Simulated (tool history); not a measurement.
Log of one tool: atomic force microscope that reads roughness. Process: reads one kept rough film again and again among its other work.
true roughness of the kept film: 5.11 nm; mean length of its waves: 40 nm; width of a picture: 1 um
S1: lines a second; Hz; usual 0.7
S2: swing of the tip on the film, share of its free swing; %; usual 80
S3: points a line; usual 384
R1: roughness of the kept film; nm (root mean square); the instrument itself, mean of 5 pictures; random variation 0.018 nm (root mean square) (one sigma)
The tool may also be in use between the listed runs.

Run 1, hour 0: usual settings. Result: R1 4.415 nm (root mean square).
Run 2, hour 13.5: usual settings. Result: R1 4.419 nm (root mean square).
Run 3, hour 32: usual settings but S2 56 %. Result: R1 4.495 nm (root mean square).
Run 4, hour 44.3: usual settings but S2 56 %. Result: R1 4.527 nm (root mean square).
Run 5, hour 57.8: usual settings but S2 56 %. Result: R1 4.486 nm (root mean square).
At hour 59.5: new tip fitted.
Run 6, hour 74.3: usual settings but S2 56 %. Result: R1 4.534 nm (root mean square).
Run 7, hour 86.9: usual settings but S2 56 %. Result: R1 4.48 nm (root mean square).
Run 8, hour 96.3: usual settings but S1 0.501 Hz. Result: R1 4.461 nm (root mean square).
Run 9, hour 112.8: usual settings but S1 0.501 Hz. Result: R1 4.428 nm (root mean square).
At hour 118.8: new tip fitted.
Run 10, hour 131: usual settings but S3 427. Result: R1 4.476 nm (root mean square).
Run 11, hour 140.7: usual settings but S3 427. Result: R1 4.418 nm (root mean square).
Run 12, hour 148.4: usual settings but S3 427. Result: R1 4.422 nm (root mean square).
Run 13, hour 156.8: usual settings but S3 427. Result: R1 4.435 nm (root mean square).
Run 14, hour 165.4: usual settings but S3 427. Result: R1 4.429 nm (root mean square).
At hour 179.1: new tip fitted.
Run 15, hour 182.1: usual settings but S1 3.541 Hz, S3 427. Result: R1 4.103 nm (root mean square).
Run 16, hour 189.9: usual settings but S1 3.541 Hz, S3 427. Result: R1 4.088 nm (root mean square).
Run 17, hour 203: usual settings but S1 3.541 Hz, S3 427. Result: R1 4.123 nm (root mean square).
Run 18, hour 214.6: usual settings but S1 3.541 Hz, S3 427. Result: R1 4.126 nm (root mean square).
Run 19, hour 223.7: usual settings. Result: R1 4.444 nm (root mean square).
At hour 239.3: new tip fitted.
Run 20, hour 241.6: usual settings. Result: R1 4.437 nm (root mean square).
Run 21, hour 253.3: usual settings but S3 492. Result: R1 4.408 nm (root mean square).
Run 22, hour 261.4: usual settings but S3 492. Result: R1 4.457 nm (root mean square).
Run 23, hour 273.2: usual settings but S3 492. Result: R1 4.446 nm (root mean square).
Run 24, hour 290.5: usual settings but S3 476. Result: R1 4.43 nm (root mean square).
At hour 299.8: new tip fitted.
Run 25, hour 302.1: usual settings. Result: R1 4.387 nm (root mean square).
Run 26, hour 314.7: usual settings but S2 74 %, S3 581. Result: R1 4.454 nm (root mean square).
Run 27, hour 332.4: usual settings but S1 0.835 Hz, S2 74 %, S3 330. Result: R1 4.414 nm (root mean square).
Run 28, hour 350.9: usual settings but S1 1.169 Hz, S3 307. Result: R1 4.356 nm (root mean square).
At hour 358.9: new tip fitted.
Run 29, hour 361.6: usual settings but S1 1.169 Hz, S2 71 %, S3 574. Result: R1 4.474 nm (root mean square).
Run 30, hour 377.6: usual settings but S1 1.169 Hz, S2 71 %, S3 574. Result: R1 4.453 nm (root mean square).
Run 31, hour 391.6: usual settings but S2 57 %, S3 930. Result: R1 4.546 nm (root mean square).
Run 32, hour 402.3: usual settings but S1 1.634 Hz, S2 85 %. Result: R1 4.218 nm (root mean square).
At hour 418: new tip fitted.
Run 33, hour 421.4: usual settings but S3 819. Result: R1 4.429 nm (root mean square).
Run 34, hour 435: usual settings but S1 1.509 Hz, S3 819. Result: R1 4.344 nm (root mean square).
Run 35, hour 451.8: usual settings but S1 0.651 Hz, S2 57 %, S3 699. Result: R1 4.509 nm (root mean square).
Run 36, hour 467.5: usual settings but S1 3.031 Hz, S2 72 %, S3 417. Result: R1 4.252 nm (root mean square).
At hour 477.1: new tip fitted.
Run 37, hour 482.6: usual settings but S1 3.031 Hz, S2 72 %, S3 417. Result: R1 4.258 nm (root mean square).
Run 38, hour 491.7: usual settings but S1 3.031 Hz, S2 72 %, S3 417. Result: R1 4.259 nm (root mean square).
Run 39, hour 508.9: usual settings but S1 1.829 Hz, S2 87 %, S3 611. Result: R1 4.214 nm (root mean square).
Run 40, hour 519.6: usual settings but S1 1.387 Hz, S2 87 %, S3 611. Result: R1 4.265 nm (root mean square).
Run 41, hour 528.7: usual settings but S1 1.387 Hz, S2 87 %, S3 611. Result: R1 4.3 nm (root mean square).
At hour 536.7: new tip fitted.
Run 42, hour 537.5: usual settings but S1 1.863 Hz. Result: R1 4.309 nm (root mean square).
Run 43, hour 552.2: usual settings but S1 1.863 Hz. Result: R1 4.285 nm (root mean square).
Run 44, hour 562.4: usual settings but S2 60 %, S3 829. Result: R1 4.499 nm (root mean square).
Run 45, hour 572.9: usual settings but S1 2.918 Hz, S2 56 %, S3 497. Result: R1 4.432 nm (root mean square).
Run 46, hour 588.6: usual settings but S1 2.918 Hz, S2 56 %, S3 497. Result: R1 4.423 nm (root mean square).
At hour 595.9: new tip fitted.
Run 47, hour 602.7: usual settings but S1 1.1 Hz, S2 75 %, S3 699. Result: R1 4.435 nm (root mean square).
Run 48, hour 614.3: usual settings but S2 82 %, S3 560. Result: R1 4.439 nm (root mean square).
Run 49, hour 629: usual settings but S1 0.966 Hz, S2 72 %, S3 606. Result: R1 4.434 nm (root mean square).

Forecast each of these 5 alternatives for the next run:
Run A, hour 641.5: usual settings but S3 460. Result: R1 ?.
Run B, hour 641.5: usual settings but S1 1.996 Hz, S2 76 %, S3 606. Result: R1 ?.
Run C, hour 641.5: usual settings but S1 1.309 Hz, S2 55 %, S3 301. Result: R1 ?.
Run D, hour 641.5: usual settings but S1 1.914 Hz, S2 81 %, S3 606. Result: R1 ?.
Run E, hour 641.5: usual settings but S1 0.976 Hz, S2 72 %, S3 606. Result: R1 ?.

run     R1
  A  4.426
  B  4.329
  C  4.503
  D  4.278
  E  4.421
Without the tool's hidden state the same runs would have given:
run     R1
  A  4.437
  B   4.34
  C  4.514
  D  4.289
  E  4.433
